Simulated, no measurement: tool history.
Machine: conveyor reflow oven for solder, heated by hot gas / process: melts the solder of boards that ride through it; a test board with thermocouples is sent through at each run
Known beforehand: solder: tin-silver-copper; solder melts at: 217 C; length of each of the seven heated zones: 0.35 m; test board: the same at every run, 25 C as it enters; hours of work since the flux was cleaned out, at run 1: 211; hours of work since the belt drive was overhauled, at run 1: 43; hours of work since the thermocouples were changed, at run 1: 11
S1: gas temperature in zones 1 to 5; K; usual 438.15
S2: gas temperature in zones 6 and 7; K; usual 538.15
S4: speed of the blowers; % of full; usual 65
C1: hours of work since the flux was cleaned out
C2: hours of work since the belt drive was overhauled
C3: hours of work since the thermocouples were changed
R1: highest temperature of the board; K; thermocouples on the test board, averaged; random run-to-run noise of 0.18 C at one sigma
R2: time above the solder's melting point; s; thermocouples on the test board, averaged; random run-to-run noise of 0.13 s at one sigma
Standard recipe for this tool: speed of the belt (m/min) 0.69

Run 1, hour 0: usual settings; C1 211; C2 43; C3 11. Result: R1 519.45 K, R2 38.9 s.
At hour 94.7: flux residue cleaned out of gas plates and filters.
Run 2, hour 98.8: usual settings; C1 3; C2 111; C3 79. Result: R1 517.35 K, R2 37.2 s.
Run 3, hour 142.6: usual settings; C1 35; C2 143; C3 111. Result: R1 517.35 K, R2 36.9 s.
Run 4, hour 206.6: usual settings; C1 81; C2 189; C3 157. Result: R1 516.55 K, R2 36.4 s.
Run 5, hour 274.1: usual settings; C1 130; C2 238; C3 206. Result: R1 515.95 K, R2 36.1 s.
At hour 297.7: flux residue cleaned out of gas plates and filters, once more.
Run 6, hour 339.2: usual settings but speed of the belt (m/min) 0.745; C1 30; C2 281; C3 250. Result: R1 517.85 K, R2 35.3 s.
Run 7, hour 389.6: usual settings but speed of the belt (m/min) 0.745; C1 67; C2 318; C3 286. Result: R1 517.65 K, R2 34.8 s.
Run 8, hour 481: usual settings but speed of the belt (m/min) 0.745; C1 133; C2 384; C3 352. Result: R1 516.85 K, R2 34.5 s.
Run 9, hour 573.6: usual settings but speed of the belt (m/min) 0.745; C1 200; C2 451; C3 419. Result: R1 515.95 K, R2 34 s.
Run 10, hour 647.9: usual settings but speed of the belt (m/min) 0.745; C1 254; C2 505; C3 473. Result: R1 515.75 K, R2 33.1 s.
At hour 681.4: flux residue cleaned out of gas plates and filters.
At hour 726.1: thermocouples of zones 6 and 7 changed.
Run 11, hour 742.8: usual settings but speed of the belt (m/min) 0.645; C1 43; C2 568; C3 12. Result: R1 523.25 K, R2 46.1 s.
Run 12, hour 812.3: usual settings; C1 93; C2 619; C3 62. Result: R1 520.55 K, R2 40.7 s.
Run 13, hour 855.6: usual settings; C1 125; C2 650; C3 94. Result: R1 520.35 K, R2 40.4 s.
Run 14, hour 897.1: usual settings; C1 155; C2 680; C3 124. Result: R1 519.95 K, R2 40.6 s.
Run 15, hour 985.5: usual settings; C1 219; C2 744; C3 188. Result: R1 519.85 K, R2 40 s.
Run 16, hour 1045.1: usual settings but S1 423.15 K, S2 543.15 K; C1 262; C2 787; C3 231. Result: R1 520.55 K, R2 37.3 s.
At hour 1066.4: flux residue cleaned out of gas plates and filters.
Run 17, hour 1130.2: usual settings but S1 423.15 K, S2 543.15 K; C1 46; C2 845; C3 289. Result: R1 522.65 K, R2 39.1 s.
Run 18, hour 1197: usual settings but S1 430.15 K, S2 539.15 K, speed of the belt (m/min) 0.812; C1 95; C2 894; C3 337. Result: R1 513.65 K, R2 27.7 s.
Run 19, hour 1289.1: usual settings but S1 446.15 K, speed of the belt (m/min) 0.769, S4 85 % of full; C1 161; C2 960; C3 404. Result: R1 523.55 K, R2 40.9 s.
At hour 1384.7: belt drive overhauled, speed set with a stopwatch.
Run 20, hour 1384.7: usual settings but S2 550.15 K, speed of the belt (m/min) 0.61; C1 228; C2 0; C3 470. Result: R1 533.05 K, R2 53.5 s.
Run 21, hour 1436.6: usual settings but speed of the belt (m/min) 0.743, S4 60 % of full; C1 265; C2 38; C3 508. Result: R1 513.65 K, R2 30.7 s.
At hour 1457.8: flux residue cleaned out of gas plates and filters.
At hour 1469: thermocouples of zones 6 and 7 changed.
Run 22, hour 1505.6: usual settings but speed of the belt (m/min) 0.749, S4 60 % of full; C1 33; C2 82; C3 26. Result: R1 515.95 K, R2 33.1 s.
Run 23, hour 1581.5: usual settings but speed of the belt (m/min) 0.749, S4 60 % of full; C1 88; C2 137; C3 81. Result: R1 515.65 K, R2 32.5 s.
Run 24, hour 1660.6: usual settings but S1 434.15 K, speed of the belt (m/min) 0.749, S4 60 % of full; C1 145; C2 195; C3 139. Result: R1 514.05 K, R2 30.6 s.
Run 25, hour 1745.3: usual settings but S1 434.15 K, speed of the belt (m/min) 0.749, S4 90 % of full; C1 207; C2 256; C3 200. Result: R1 523.35 K, R2 38.4 s.
At hour 1846.4: flux residue cleaned out of gas plates and filters.
Run 26, hour 1847.6: usual settings but S1 440.15 K, speed of the belt (m/min) 0.62, S4 90 % of full; C1 1; C2 326; C3 270. Result: R1 530.35 K, R2 54.6 s.
Run 27, hour 1914.8: usual settings but S1 440.15 K, S2 546.15 K, speed of the belt (m/min) 0.62, S4 86 % of full; C1 50; C2 375; C3 319. Result: R1 537.35 K, R2 57 s.
Run 28, hour 1994.1: usual settings but S1 450.15 K, S2 526.15 K; C1 107; C2 433; C3 377. Result: R1 512.25 K, R2 37.9 s.
Run 29, hour 2089.2: usual settings but S1 439.15 K, S2 526.15 K, speed of the belt (m/min) 0.707; C1 176; C2 501; C3 445. Result: R1 509.15 K, R2 30.5 s.
Run 30, hour 2154.6: usual settings but S2 553.15 K, speed of the belt (m/min) 0.587, S4 56 % of full; C1 223; C2 549; C3 493. Result: R1 535.25 K, R2 57.6 s.

Below are 3 alternative next runs, each starting from the tool's condition after run 30. Predict each:
At hour 2198.5: thermocouples of zones 6 and 7 changed.
Run A, hour 2216.8: usual settings but S1 447.15 K, S2 553.15 K, speed of the belt (m/min) 0.587, S4 56 % of full; C1 267; C2 592; C3 13. Result: R1 ?, R2 ?.
At hour 2198.5: thermocouples of zones 6 and 7 changed.
Run B, hour 2216.8: usual settings but S2 546.15 K, speed of the belt (m/min) 0.645, S4 74 % of full; C1 267; C2 592; C3 13. Result: R1 ?, R2 ?.
At hour 2198.5: thermocouples of zones 6 and 7 changed.
Run C, hour 2216.8: usual settings but S1 440.15 K, S2 528.15 K, speed of the belt (m/min) 0.767, S4 56 % of full; C1 267; C2 592; C3 13. Result: R1 ?, R2 ?.

run      R1    R2
  A  536.65  60.9
  B  531.15    51
  C  504.35  21.7
Stripped of hidden state, with their random variation kept, the same runs would have yielded:
run      R1    R2
  A  537.75  60.4
  B  532.85  51.2
  C  505.85  23.2
